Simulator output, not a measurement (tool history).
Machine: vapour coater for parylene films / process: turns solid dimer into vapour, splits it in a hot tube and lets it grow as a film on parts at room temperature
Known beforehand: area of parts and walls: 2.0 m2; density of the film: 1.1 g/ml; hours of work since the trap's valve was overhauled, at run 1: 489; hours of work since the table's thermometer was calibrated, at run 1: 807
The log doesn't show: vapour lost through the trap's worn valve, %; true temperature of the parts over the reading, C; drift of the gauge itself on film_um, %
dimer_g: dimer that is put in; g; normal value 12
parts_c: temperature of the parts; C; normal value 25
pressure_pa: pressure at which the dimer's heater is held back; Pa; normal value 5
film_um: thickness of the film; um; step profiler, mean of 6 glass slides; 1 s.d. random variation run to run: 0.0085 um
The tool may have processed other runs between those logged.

run,day,dimer_g,parts_c,pressure_pa,hours of work since the trap's valve was overhauled,hours of work since the table's thermometer was calibrated,film_um
1,0,12,25,5,489,807,2.641
# day 0.362: trap's valve overhauled
2,1.583,12,25,5,25,836,2.772
3,3.688,12,25,5,68,880,2.77
4,5.4,12,18,5,104,915,3.232
5,7.962,12,18,5,157,968,3.21
6,11.483,12,18,5,229,1040,3.177
7,14.496,12,25,5,291,1102,2.707
8,17.358,12,25,5,350,1161,2.691
9,19.196,12,25,6.39,388,1199,2.549
10,22.325,12,25,6.39,452,1263,2.556
11,24.046,12,25,5.46,488,1299,2.612
# day 24.7: trap's valve overhauled
12,27.517,12,25,5.46,58,1367,2.717
13,29.621,12,25,2.63,101,1410,3.064
14,32.95,12,25,2.63,170,1479,3.064
15,36.158,12,25,2.63,236,1545,3.053
16,38.246,12,25,2.63,279,1588,3.027
17,40.633,12,25,2.63,328,1637,3.006
18,42.154,12,25,9.2,359,1668,2.396
19,44.421,12,25,9.2,406,1715,2.388
20,47.162,14,26,9.2,462,1771,2.707
# day 48.804: trap's valve overhauled
21,50.333,16,36,3.2,31,1833,3.083
22,52.783,20,35,2,82,1883,4.287
23,54.821,21,25,2.31,124,1925,5.489
24,56.604,19,21,2.31,161,1962,5.403

Run 25, settings as shown, results not yet in. Your forecast:
25,58.488,14,25,5.46,199,2001,?

{"run 25": {"film_um": 3.093}}
Had the tool carried no hidden state, the very same run would have given film_um 3.197 um.

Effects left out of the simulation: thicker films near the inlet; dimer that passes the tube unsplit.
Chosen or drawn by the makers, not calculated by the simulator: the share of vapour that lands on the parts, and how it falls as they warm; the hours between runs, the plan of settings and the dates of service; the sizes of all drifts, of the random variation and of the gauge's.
